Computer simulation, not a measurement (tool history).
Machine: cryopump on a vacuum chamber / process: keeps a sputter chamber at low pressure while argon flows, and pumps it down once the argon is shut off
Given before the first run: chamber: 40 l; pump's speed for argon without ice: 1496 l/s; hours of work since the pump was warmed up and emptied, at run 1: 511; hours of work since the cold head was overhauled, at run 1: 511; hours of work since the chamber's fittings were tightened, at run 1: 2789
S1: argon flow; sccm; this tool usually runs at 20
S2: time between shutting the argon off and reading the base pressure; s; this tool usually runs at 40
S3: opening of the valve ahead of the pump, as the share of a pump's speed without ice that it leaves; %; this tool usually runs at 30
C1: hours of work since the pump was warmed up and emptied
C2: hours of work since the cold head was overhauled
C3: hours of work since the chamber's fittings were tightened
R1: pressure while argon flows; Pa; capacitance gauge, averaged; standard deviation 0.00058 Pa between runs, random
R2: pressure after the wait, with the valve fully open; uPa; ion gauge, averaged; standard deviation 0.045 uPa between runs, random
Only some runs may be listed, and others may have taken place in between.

run 1 day=0.000 | S1=20 S2=40 S3=30 | C1=511 C2=511 C3=2789 | R1=0.0826 R2=4.18
run 2 day=0.612 | S1=20 S2=40 S3=30 | C1=523 C2=523 C3=2802 | R1=0.0831 R2=4.21
run 3 day=1.125 | S1=20 S2=40 S3=58 | C1=534 C2=534 C3=2813 | R1=0.0482 R2=4.18
run 4 day=1.562 | S1=20 S2=40 S3=58 | C1=543 C2=543 C3=2822 | R1=0.0472 R2=4.07
run 5 day=2.108 | S1=20 S2=40 S3=30 | C1=555 C2=555 C3=2833 | R1=0.0834 R2=4.22
run 6 day=2.454 | S1=20 S2=140 S3=30 | C1=562 C2=562 C3=2841 | R1=0.0849 R2=2.49
run 7 day=3.071 | S1=20 S2=140 S3=30 | C1=575 C2=575 C3=2853 | R1=0.0845 R2=2.51
run 8 day=3.458 | S1=27 S2=140 S3=30 | C1=583 C2=583 C3=2862 | R1=0.1150 R2=2.48
run 9 day=4.062 | S1=27 S2=123 S3=48 | C1=596 C2=596 C3=2874 | R1=0.0765 R2=2.63
run 10 day=4.592 | S1=20 S2=40 S3=51 | C1=607 C2=607 C3=2885 | R1=0.0544 R2=4.39
run 11 day=4.921 | S1=20 S2=40 S3=51 | C1=614 C2=614 C3=2892 | R1=0.0550 R2=4.33
run 12 day=5.317 | S1=20 S2=40 S3=51 | C1=622 C2=622 C3=2900 | R1=0.0552 R2=4.37
run 13 day=5.596 | S1=20 S2=40 S3=51 | C1=628 C2=628 C3=2906 | R1=0.0550 R2=4.44
run 14 day=6.050 | S1=27 S2=40 S3=34 | C1=637 C2=637 C3=2916 | R1=0.1031 R2=4.25
run 15 day=6.646 | S1=20 S2=40 S3=36 | C1=650 C2=650 C3=2928 | R1=0.0736 R2=4.45
-- day=6.958 pump warmed up, emptied and cooled again
run 16 day=7.504 | S1=20 S2=40 S3=29 | C1=11 C2=663 C3=2942 | R1=0.0780 R2=3.88

Each run again, without the hidden state but with its own random variation kept:
The hidden state here: pump's speed, % of a pump's without ice; cold plate's temperature, K; leak into the chamber, uPa l/s; drift of the gauge itself on working_pa, %; drift of the gauge itself on base_upa, %.
run=1 R1=0.0747 R2=2.73
run=2 R1=0.0750 R2=2.72
run=3 R1=0.0398 R2=2.70
run=4 R1=0.0386 R2=2.62
run=5 R1=0.0746 R2=2.70
run=6 R1=0.0760 R2=0.93
run=7 R1=0.0752 R2=0.95
run=8 R1=0.1023 R2=0.91
run=9 R1=0.0634 R2=1.01
run=10 R1=0.0445 R2=2.75
run=11 R1=0.0449 R2=2.71
run=12 R1=0.0449 R2=2.72
run=13 R1=0.0446 R2=2.76
run=14 R1=0.0888 R2=2.61
run=15 R1=0.0627 R2=2.75
run=16 R1=0.0777 R2=2.77
